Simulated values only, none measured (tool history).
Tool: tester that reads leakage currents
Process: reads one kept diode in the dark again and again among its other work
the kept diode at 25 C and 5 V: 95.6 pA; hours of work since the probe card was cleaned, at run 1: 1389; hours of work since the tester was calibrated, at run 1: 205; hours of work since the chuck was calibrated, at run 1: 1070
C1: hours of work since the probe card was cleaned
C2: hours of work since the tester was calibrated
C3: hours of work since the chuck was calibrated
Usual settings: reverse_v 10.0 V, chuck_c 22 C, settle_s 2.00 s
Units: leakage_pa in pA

{"run": 1, "hour": 0.0, "reverse_v": 10.0, "chuck_c": 22, "settle_s": 2.0, "C1": 1389, "C2": 205, "C3": 1070, "leakage_pa": 95.65}
{"run": 2, "hour": 37.9, "reverse_v": 10.0, "chuck_c": 22, "settle_s": 3.65, "C1": 1415, "C2": 231, "C3": 1096, "leakage_pa": 95.68}
{"run": 3, "hour": 63.8, "reverse_v": 10.0, "chuck_c": 22, "settle_s": 3.65, "C1": 1433, "C2": 249, "C3": 1113, "leakage_pa": 94.99}
{"run": 4, "hour": 104.6, "reverse_v": 10.0, "chuck_c": 22, "settle_s": 3.65, "C1": 1461, "C2": 277, "C3": 1141, "leakage_pa": 95.34}
{"run": 5, "hour": 132.5, "reverse_v": 10.0, "chuck_c": 22, "settle_s": 3.65, "C1": 1480, "C2": 296, "C3": 1160, "leakage_pa": 94.99}
{"run": 6, "hour": 166.7, "reverse_v": 10.0, "chuck_c": 22, "settle_s": 3.65, "C1": 1503, "C2": 319, "C3": 1184, "leakage_pa": 94.84}
{"run": 7, "hour": 195.3, "reverse_v": 10.0, "chuck_c": 22, "settle_s": 2.0, "C1": 1523, "C2": 339, "C3": 1203, "leakage_pa": 95.38}
{"run": 8, "hour": 237.3, "reverse_v": 10.0, "chuck_c": 22, "settle_s": 2.0, "C1": 1551, "C2": 368, "C3": 1232, "leakage_pa": 95.4}
{"run": 9, "hour": 270.6, "reverse_v": 10.0, "chuck_c": 40, "settle_s": 2.0, "C1": 1574, "C2": 390, "C3": 1255, "leakage_pa": 372.96}
{"run": 10, "hour": 300.9, "reverse_v": 10.0, "chuck_c": 22, "settle_s": 2.0, "C1": 1595, "C2": 411, "C3": 1276, "leakage_pa": 94.92}
{"run": 11, "hour": 336.0, "reverse_v": 1.8, "chuck_c": 22, "settle_s": 2.0, "C1": 1619, "C2": 435, "C3": 1300, "leakage_pa": 45.32}
{"run": 12, "hour": 382.3, "reverse_v": 10.0, "chuck_c": 30, "settle_s": 2.0, "C1": 1650, "C2": 467, "C3": 1331, "leakage_pa": 175.6}
{"run": 13, "hour": 421.7, "reverse_v": 10.0, "chuck_c": 22, "settle_s": 2.0, "C1": 1677, "C2": 494, "C3": 1358, "leakage_pa": 94.52}
{"run": 14, "hour": 455.1, "reverse_v": 10.0, "chuck_c": 22, "settle_s": 2.0, "C1": 1700, "C2": 516, "C3": 1381, "leakage_pa": 94.5}
{"run": 15, "hour": 493.7, "reverse_v": 2.6, "chuck_c": 22, "settle_s": 2.0, "C1": 1727, "C2": 543, "C3": 1407, "leakage_pa": 52.54}
{"run": 16, "hour": 522.0, "reverse_v": 10.0, "chuck_c": 22, "settle_s": 2.0, "C1": 1746, "C2": 562, "C3": 1427, "leakage_pa": 94.72}
{"run": 17, "hour": 560.2, "reverse_v": 10.0, "chuck_c": 22, "settle_s": 2.0, "C1": 1772, "C2": 588, "C3": 1453, "leakage_pa": 95.06}
{"run": 18, "hour": 582.4, "reverse_v": 10.0, "chuck_c": 22, "settle_s": 2.0, "C1": 1787, "C2": 603, "C3": 1468, "leakage_pa": 94.02}
{"run": 19, "hour": 603.2, "reverse_v": 10.0, "chuck_c": 22, "settle_s": 2.0, "C1": 1801, "C2": 618, "C3": 1482, "leakage_pa": 94.39}
{"run": 20, "hour": 636.6, "reverse_v": 10.0, "chuck_c": 22, "settle_s": 2.0, "C1": 1824, "C2": 640, "C3": 1505, "leakage_pa": 94.21}
{"run": 21, "hour": 664.7, "reverse_v": 10.0, "chuck_c": 29, "settle_s": 2.0, "C1": 1843, "C2": 660, "C3": 1524, "leakage_pa": 161.74}
{"run": 22, "hour": 686.8, "reverse_v": 7.1, "chuck_c": 46, "settle_s": 1.41, "C1": 1859, "C2": 675, "C3": 1539, "leakage_pa": 485.12}
{"run": 23, "hour": 725.5, "reverse_v": 4.4, "chuck_c": 22, "settle_s": 2.0, "C1": 1885, "C2": 701, "C3": 1566, "leakage_pa": 65.56}
{"run": 24, "hour": 769.4, "reverse_v": 2.7, "chuck_c": 30, "settle_s": 2.0, "C1": 1915, "C2": 731, "C3": 1596, "leakage_pa": 99.4}
{"run": 25, "hour": 796.3, "reverse_v": 16.3, "chuck_c": 26, "settle_s": 2.13, "C1": 1933, "C2": 750, "C3": 1614, "leakage_pa": 158.11}
{"run": 26, "hour": 821.7, "reverse_v": 16.3, "chuck_c": 26, "settle_s": 2.13, "C1": 1951, "C2": 767, "C3": 1632, "leakage_pa": 158.58}
{"run": 27, "hour": 856.7, "reverse_v": 13.2, "chuck_c": 39, "settle_s": 0.84, "C1": 1975, "C2": 791, "C3": 1656, "leakage_pa": 380.15}
{"run": 28, "hour": 900.6, "reverse_v": 17.2, "chuck_c": 41, "settle_s": 0.46, "C1": 2005, "C2": 821, "C3": 1686, "leakage_pa": 491.11}
{"run": 29, "hour": 922.6, "reverse_v": 1.4, "chuck_c": 21, "settle_s": 2.21, "C1": 2020, "C2": 836, "C3": 1701, "leakage_pa": 36.84}
{"run": 30, "hour": 946.9, "reverse_v": 1.4, "chuck_c": 21, "settle_s": 2.21, "C1": 2036, "C2": 853, "C3": 1717, "leakage_pa": 36.78}
{"run": 31, "hour": 981.4, "reverse_v": 3.7, "chuck_c": 21, "settle_s": 2.21, "C1": 2060, "C2": 876, "C3": 1741, "leakage_pa": 55.47}
{"run": 32, "hour": 1006.8, "reverse_v": 3.7, "chuck_c": 21, "settle_s": 2.21, "C1": 2077, "C2": 894, "C3": 1758, "leakage_pa": 55.62}
{"run": 33, "hour": 1031.5, "reverse_v": 1.3, "chuck_c": 21, "settle_s": 2.21, "C1": 2094, "C2": 910, "C3": 1775, "leakage_pa": 35.2}
{"run": 34, "hour": 1062.5, "reverse_v": 16.4, "chuck_c": 22, "settle_s": 1.69, "C1": 2115, "C2": 932, "C3": 1796, "leakage_pa": 117.43}
{"run": 35, "hour": 1092.0, "reverse_v": 16.4, "chuck_c": 31, "settle_s": 1.7, "C1": 2136, "C2": 952, "C3": 1816, "leakage_pa": 229.31}
{"run": 36, "hour": 1112.0, "reverse_v": 10.0, "chuck_c": 21, "settle_s": 5.0, "C1": 2149, "C2": 965, "C3": 1830, "leakage_pa": 86.02}
{"run": 37, "hour": 1147.5, "reverse_v": 16.9, "chuck_c": 30, "settle_s": 4.77, "C1": 2173, "C2": 990, "C3": 1854, "leakage_pa": 216.65}
{"run": 38, "hour": 1179.4, "reverse_v": 16.9, "chuck_c": 30, "settle_s": 4.77, "C1": 2195, "C2": 1012, "C3": 1876, "leakage_pa": 215.12}
{"run": 39, "hour": 1212.0, "reverse_v": 16.9, "chuck_c": 29, "settle_s": 8.53, "C1": 2218, "C2": 1034, "C3": 1898, "leakage_pa": 200.93}
{"run": 40, "hour": 1238.8, "reverse_v": 10.0, "chuck_c": 22, "settle_s": 1.02, "C1": 2236, "C2": 1052, "C3": 1917, "leakage_pa": 93.4}
{"run": 41, "hour": 1277.8, "reverse_v": 10.0, "chuck_c": 22, "settle_s": 2.35, "C1": 2263, "C2": 1079, "C3": 1943, "leakage_pa": 92.51}

3 ways to go on from here, each from the tool as it stands after run 41. What would each give?
{"run": "A", "hour": 1303.5, "reverse_v": 8.6, "chuck_c": 46, "settle_s": 3.4, "C1": 2280, "C2": 1096, "C3": 1961, "leakage_pa": "?"}
{"run": "B", "hour": 1303.5, "reverse_v": 7.6, "chuck_c": 22, "settle_s": 0.46, "C1": 2280, "C2": 1096, "C3": 1961, "leakage_pa": "?"}
{"run": "C", "hour": 1303.5, "reverse_v": 3.8, "chuck_c": 35, "settle_s": 8.39, "C1": 2280, "C2": 1096, "C3": 1961, "leakage_pa": "?"}

run=A leakage_pa=518.08
run=B leakage_pa=82.96
run=C leakage_pa=164.63
Without the tool's hidden state the same runs would have given:
run=A leakage_pa=583.31
run=B leakage_pa=90.19
run=C leakage_pa=186.27
